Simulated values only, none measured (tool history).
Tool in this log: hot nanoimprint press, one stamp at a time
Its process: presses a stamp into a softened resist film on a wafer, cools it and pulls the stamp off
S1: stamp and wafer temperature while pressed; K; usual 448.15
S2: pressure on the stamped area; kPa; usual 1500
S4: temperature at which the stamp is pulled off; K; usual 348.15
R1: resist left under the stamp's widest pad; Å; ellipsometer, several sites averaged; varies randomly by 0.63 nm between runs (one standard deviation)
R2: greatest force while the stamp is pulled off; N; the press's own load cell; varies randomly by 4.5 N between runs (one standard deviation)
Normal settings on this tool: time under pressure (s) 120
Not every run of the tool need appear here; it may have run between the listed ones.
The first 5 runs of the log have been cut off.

{"run": 6, "hour": 288.3, "S1": 448.15, "S2": 1500, "time under pressure (s)": 120, "S4": 348.15, "R1": 1095, "R2": 336}
{"run": 7, "hour": 360.5, "S1": 448.15, "S2": 1500, "time under pressure (s)": 120, "S4": 348.15, "R1": 1105, "R2": 367}
{"run": 8, "hour": 421.8, "S1": 440.15, "S2": 1500, "time under pressure (s)": 120, "S4": 348.15, "R1": 1490, "R2": 377}
{"hour": 450.9, "done": "plate thermocouple calibrated"}
{"hour": 465.7, "done": "stamp cleaned and given a new release coat"}
{"run": 9, "hour": 472.3, "S1": 440.15, "S2": 1500, "time under pressure (s)": 120, "S4": 348.15, "R1": 1504, "R2": 230}
{"run": 10, "hour": 530.2, "S1": 440.15, "S2": 1500, "time under pressure (s)": 120, "S4": 348.15, "R1": 1512, "R2": 246}
{"run": 11, "hour": 609.1, "S1": 440.15, "S2": 1500, "time under pressure (s)": 120, "S4": 348.15, "R1": 1500, "R2": 262}
{"run": 12, "hour": 704.5, "S1": 448.15, "S2": 1500, "time under pressure (s)": 120, "S4": 348.15, "R1": 1129, "R2": 269}
{"run": 13, "hour": 796.1, "S1": 448.15, "S2": 1500, "time under pressure (s)": 120, "S4": 335.15, "R1": 1126, "R2": 347}
{"hour": 888.7, "done": "plate thermocouple calibrated, once more"}
{"run": 14, "hour": 892.9, "S1": 448.15, "S2": 1500, "time under pressure (s)": 120, "S4": 335.15, "R1": 1087, "R2": 374}
{"run": 15, "hour": 964.3, "S1": 448.15, "S2": 1500, "time under pressure (s)": 120, "S4": 335.15, "R1": 1091, "R2": 405}
{"run": 16, "hour": 1056.0, "S1": 448.15, "S2": 1500, "time under pressure (s)": 185, "S4": 335.15, "R1": 975, "R2": 429}
{"run": 17, "hour": 1096.5, "S1": 448.15, "S2": 1500, "time under pressure (s)": 185, "S4": 335.15, "R1": 978, "R2": 438}
{"hour": 1107.3, "done": "stamp cleaned and given a new release coat"}
{"run": 18, "hour": 1181.2, "S1": 448.15, "S2": 1500, "time under pressure (s)": 185, "S4": 335.15, "R1": 982, "R2": 275}
{"run": 19, "hour": 1245.2, "S1": 448.15, "S2": 1500, "time under pressure (s)": 185, "S4": 335.15, "R1": 978, "R2": 290}
{"hour": 1326.4, "done": "press's hydraulic seals changed and the load cell set to zero"}
{"hour": 1347.4, "done": "plate thermocouple calibrated"}
{"run": 20, "hour": 1347.4, "S1": 448.15, "S2": 1500, "time under pressure (s)": 185, "S4": 335.15, "R1": 939, "R2": 314}
{"run": 21, "hour": 1408.6, "S1": 448.15, "S2": 1500, "time under pressure (s)": 185, "S4": 335.15, "R1": 931, "R2": 333}
{"run": 22, "hour": 1449.0, "S1": 448.15, "S2": 1500, "time under pressure (s)": 185, "S4": 335.15, "R1": 929, "R2": 344}
{"run": 23, "hour": 1546.3, "S1": 448.15, "S2": 1500, "time under pressure (s)": 185, "S4": 335.15, "R1": 944, "R2": 374}
{"run": 24, "hour": 1637.2, "S1": 448.15, "S2": 1500, "time under pressure (s)": 185, "S4": 335.15, "R1": 951, "R2": 395}
{"run": 25, "hour": 1730.1, "S1": 448.15, "S2": 930, "time under pressure (s)": 120, "S4": 344.15, "R1": 1369, "R2": 398}
{"hour": 1753.6, "done": "stamp cleaned and given a new release coat"}
{"hour": 1800.3, "done": "plate thermocouple calibrated"}
{"run": 26, "hour": 1802.4, "S1": 448.15, "S2": 930, "time under pressure (s)": 120, "S4": 344.15, "R1": 1331, "R2": 241}
{"run": 27, "hour": 1856.9, "S1": 448.15, "S2": 1950, "time under pressure (s)": 120, "S4": 343.15, "R1": 934, "R2": 263}
{"run": 28, "hour": 1922.9, "S1": 448.15, "S2": 1950, "time under pressure (s)": 120, "S4": 343.15, "R1": 939, "R2": 276}
{"run": 29, "hour": 2020.4, "S1": 441.15, "S2": 1500, "time under pressure (s)": 86, "S4": 347.15, "R1": 1525, "R2": 281}
{"run": 30, "hour": 2081.2, "S1": 441.15, "S2": 1950, "time under pressure (s)": 167, "S4": 345.15, "R1": 1175, "R2": 315}

Predict each of these 3 candidate next runs independently; none follows another, all start after run 30:
{"run": "A", "hour": 2148.7, "S1": 452.15, "S2": 1500, "time under pressure (s)": 91, "S4": 345.15, "R1": "?", "R2": "?"}
{"run": "B", "hour": 2148.7, "S1": 458.15, "S2": 1950, "time under pressure (s)": 163, "S4": 345.15, "R1": "?", "R2": "?"}
{"run": "C", "hour": 2148.7, "S1": 441.15, "S2": 1950, "time under pressure (s)": 91, "S4": 345.15, "R1": "?", "R2": "?"}

run=A R1=1019 R2=321
run=B R1=558 R2=323
run=C R1=1379 R2=327
Stripped of hidden state, with their random variation kept, the same runs would have yielded:
run=A R1=985 R2=221
run=B R1=533 R2=223
run=C R1=1335 R2=225
